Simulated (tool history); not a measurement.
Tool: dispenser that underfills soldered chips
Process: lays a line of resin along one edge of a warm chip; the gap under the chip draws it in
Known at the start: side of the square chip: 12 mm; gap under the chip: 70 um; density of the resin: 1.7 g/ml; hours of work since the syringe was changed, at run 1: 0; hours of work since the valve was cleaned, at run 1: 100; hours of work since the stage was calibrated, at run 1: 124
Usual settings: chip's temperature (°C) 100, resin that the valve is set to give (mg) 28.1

| run | hour | chip's temperature (°C) | resin that the valve is set to give (mg) | hours of work since the syringe was changed | hours of work since the valve was cleaned | hours of work since the stage was calibrated | time until the resin shows at the far edge (s) | resin that the valve gave (mg) |
|---|---|---|---|---|---|---|---|---|
| 1 | 0.0 | 100 | 28.1 | 0 | 100 | 124 | 91.4 | 25.72 |
| 2 | 4.3 | 100 | 28.1 | 3 | 103 | 127 | 101.3 | 25.67 |
| 3 | 7.7 | 86 | 28.1 | 6 | 106 | 129 | 193.0 | 25.46 |
|  | 10.0 | new syringe of resin |
| 4 | 13.4 | 85 | 28.1 | 2 | 110 | 133 | 175.8 | 25.49 |
| 5 | 18.2 | 100 | 29.5 | 6 | 113 | 137 | 108.9 | 26.80 |
|  | 20.4 | new syringe of resin |
| 6 | 21.4 | 100 | 29.5 | 1 | 115 | 139 | 88.3 | 26.49 |
| 7 | 24.3 | 100 | 29.5 | 3 | 117 | 141 | 95.1 | 26.71 |
| 8 | 26.9 | 100 | 29.5 | 5 | 119 | 143 | 101.5 | 26.49 |
| 9 | 29.5 | 97 | 36.3 | 7 | 121 | 145 | 120.1 | 32.61 |
|  | 31.0 | new syringe of resin |
| 10 | 35.5 | 91 | 27.6 | 3 | 125 | 149 | 142.8 | 24.82 |
| 11 | 38.0 | 91 | 27.6 | 5 | 127 | 151 | 153.2 | 24.59 |
|  | 39.7 | dispensing valve cleaned and set on the balance |
|  | 42.5 | new syringe of resin |
| 12 | 43.7 | 91 | 28.8 | 1 | 3 | 154 | 124.8 | 28.46 |

Forecast each of these 4 alternatives for the next run:
| A | 46.5 | 113 | 25.0 | 3 | 5 | 156 | ? | ? |
| B | 46.5 | 99 | 26.8 | 3 | 5 | 156 | ? | ? |
| C | 46.5 | 107 | 26.3 | 3 | 5 | 156 | ? | ? |
| D | 46.5 | 88 | 32.7 | 3 | 5 | 156 | ? | ? |

| run | time until the resin shows at the far edge (s) | resin that the valve gave (mg) |
|---|---|---|
| A | 61.6 | 24.85 |
| B | 100.6 | 26.66 |
| C | 74.4 | 26.06 |
| D | 153.5 | 32.42 |
Without the tool's hidden state the same runs would have given:
| run | time until the resin shows at the far edge (s) | resin that the valve gave (mg) |
|---|---|---|
| A | 57.0 | 24.99 |
| B | 93.3 | 26.81 |
| C | 68.9 | 26.21 |
| D | 142.7 | 32.61 |
